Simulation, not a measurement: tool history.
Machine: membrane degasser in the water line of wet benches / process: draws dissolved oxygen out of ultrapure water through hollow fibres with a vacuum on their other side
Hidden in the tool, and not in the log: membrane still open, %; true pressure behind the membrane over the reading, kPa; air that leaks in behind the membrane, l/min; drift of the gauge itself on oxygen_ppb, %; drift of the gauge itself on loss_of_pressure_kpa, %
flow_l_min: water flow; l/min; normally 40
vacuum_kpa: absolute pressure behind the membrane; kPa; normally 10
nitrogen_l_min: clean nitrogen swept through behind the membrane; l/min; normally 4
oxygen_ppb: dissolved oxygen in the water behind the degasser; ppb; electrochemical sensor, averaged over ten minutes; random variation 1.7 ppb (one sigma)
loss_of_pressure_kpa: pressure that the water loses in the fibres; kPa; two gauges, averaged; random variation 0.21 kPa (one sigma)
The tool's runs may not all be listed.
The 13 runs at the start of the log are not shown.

run    hour  flow_l_min  vacuum_kpa  nitrogen_l_min  hours since the membrane was changed  hours since the vacuum gauge was calibrated  hours since the vacuum lines were made tight  oxygen_ppb  loss_of_pressure_kpa
 14  2640.6          33          10               4                                   953                                         3101                                           663       135.1                 38.32
 15  2791.4          60          10               4                                  1103                                         3252                                           814       305.5                 70.41
 16    2945          60          10               4                                  1257                                         3405                                           968       310.1                 69.85
 17  3210.5          60          10               4                                  1523                                         3671                                          1233       309.1                 70.73
 18  3376.1          60          10               4                                  1688                                         3836                                          1399       304.4                  70.3
 19  3506.1          60          10               4                                  1818                                         3966                                          1529       312.6                 70.58
     3571.6  -- vacuum gauge calibrated
 20  3727.6          60          10               4                                  2039                                          156                                          1750       307.1                 70.37
 21  3848.7          40         6.5               4                                  2160                                          277                                          1871        89.8                 46.89
 22  3985.9          40         6.5               4                                  2297                                          414                                          2008        89.4                 46.61
 23    4216          45        23.6               4                                  2528                                          644                                          2238         528                 52.71
 24  4441.9          31         8.2               4                                  2753                                          870                                          2464        96.2                 36.03
 25  4626.2          31         8.2               4                                  2938                                         1055                                          2648          95                 36.37
 26  4792.4          31         8.2               4                                  3104                                         1221                                          2815        93.9                 36.35
 27  4989.7          34         7.9               4                                  3301                                         1418                                          3012          99                 39.96
 28    5286          34         7.9               4                                  3598                                         1714                                          3308        97.8                  39.9
 29  5442.9          41         6.1            5.86                                  3754                                         1871                                          3465        62.5                 48.08
 30    5585          58        23.5            5.86                                  3897                                         2013                                          3607       516.9                 67.91
 31  5806.6          27        21.6            2.06                                  4118                                         2235                                          3829       526.2                 31.68
     5827.4  -- seals of the vacuum lines changed
 32  5965.6          27        21.6            2.06                                  4275                                         2392                                           138       520.4                 31.67
 33  6223.2          27        21.6            3.66                                  4533                                         2650                                           396       315.8                 31.48

Below are 3 alternative next runs, each starting from the tool's condition after run 33. Predict each:
  A  6446.4          45        11.8            3.66                                  4756                                         2873                                           619           ?                     ?
  B  6446.4          50        21.6            3.66                                  4756                                         2873                                           619           ?                     ?
  C  6446.4          40         9.5            7.75                                  4756                                         2873                                           619           ?                     ?

run  oxygen_ppb  loss_of_pressure_kpa
  A       263.1                 52.88
  B       573.7                 58.79
  C        91.7                 47.06
With the hidden condition removed and each run's random variation left untouched, the same runs would have given:
run  oxygen_ppb  loss_of_pressure_kpa
  A       262.8                 52.82
  B       573.3                 58.72
  C        91.5                    47

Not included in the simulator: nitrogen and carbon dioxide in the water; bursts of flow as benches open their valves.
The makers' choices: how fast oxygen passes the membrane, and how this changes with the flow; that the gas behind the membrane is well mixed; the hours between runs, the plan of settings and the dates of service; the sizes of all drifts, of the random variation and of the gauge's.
